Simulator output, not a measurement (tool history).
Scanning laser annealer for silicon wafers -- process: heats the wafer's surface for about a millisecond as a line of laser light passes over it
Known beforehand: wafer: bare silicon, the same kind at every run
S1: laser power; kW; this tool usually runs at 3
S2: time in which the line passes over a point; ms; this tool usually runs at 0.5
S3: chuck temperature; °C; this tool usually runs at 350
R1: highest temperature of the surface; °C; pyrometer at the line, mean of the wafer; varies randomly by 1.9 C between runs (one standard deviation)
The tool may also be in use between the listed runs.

run 1 hour=0 | S1=3 S2=0.5 S3=350 | R1=1166
run 2 hour=69 | S1=3 S2=0.376 S3=350 | R1=1045
run 3 hour=120.5 | S1=3 S2=0.44 S3=350 | R1=1105
run 4 hour=173 | S1=3 S2=0.5 S3=350 | R1=1155
run 5 hour=228 | S1=3 S2=0.5 S3=350 | R1=1149
run 6 hour=270.6 | S1=3 S2=0.5 S3=350 | R1=1147
run 7 hour=320.1 | S1=3 S2=0.51 S3=350 | R1=1151
run 8 hour=375.7 | S1=3 S2=0.5 S3=350 | R1=1141
run 9 hour=428.2 | S1=2.645 S2=0.5 S3=350 | R1=1040
run 10 hour=485.8 | S1=2.645 S2=0.5 S3=350 | R1=1033
run 11 hour=550.5 | S1=2.645 S2=0.5 S3=350 | R1=1034
run 12 hour=616.8 | S1=3.262 S2=0.5 S3=381 | R1=1225
run 13 hour=686.4 | S1=3.159 S2=0.418 S3=341 | R1=1115
run 14 hour=714.5 | S1=3.23 S2=0.496 S3=312 | R1=1178
run 15 hour=763.1 | S1=2.64 S2=0.588 S3=360 | R1=1126
run 16 hour=826.8 | S1=3 S2=0.5 S3=325 | R1=1124
run 17 hour=855.2 | S1=3 S2=0.5 S3=325 | R1=1122
run 18 hour=906 | S1=3 S2=0.5 S3=325 | R1=1118
run 19 hour=936.8 | S1=2.999 S2=0.5 S3=353 | R1=1143
run 20 hour=997.9 | S1=3 S2=0.6 S3=366 | R1=1234

Removed from this log: 1 entry logged between the listed runs. Between which two listed runs does each belong, and how does the tool's hidden state at the listed run before it compare with that at the listed run after it?
In the gap between runs 12 and 13: window over the wafer cleaned (hour 633.4)
  light that passes the window, % of a clean one's: 95.35 -> 99.59; laser's true power over the reading, %: -1.22 -> -1.27; width of the line over the set one, %: 1.57 -> 1.63
  measured result minus the result with no hidden state, R1: -61 -> -20 °C

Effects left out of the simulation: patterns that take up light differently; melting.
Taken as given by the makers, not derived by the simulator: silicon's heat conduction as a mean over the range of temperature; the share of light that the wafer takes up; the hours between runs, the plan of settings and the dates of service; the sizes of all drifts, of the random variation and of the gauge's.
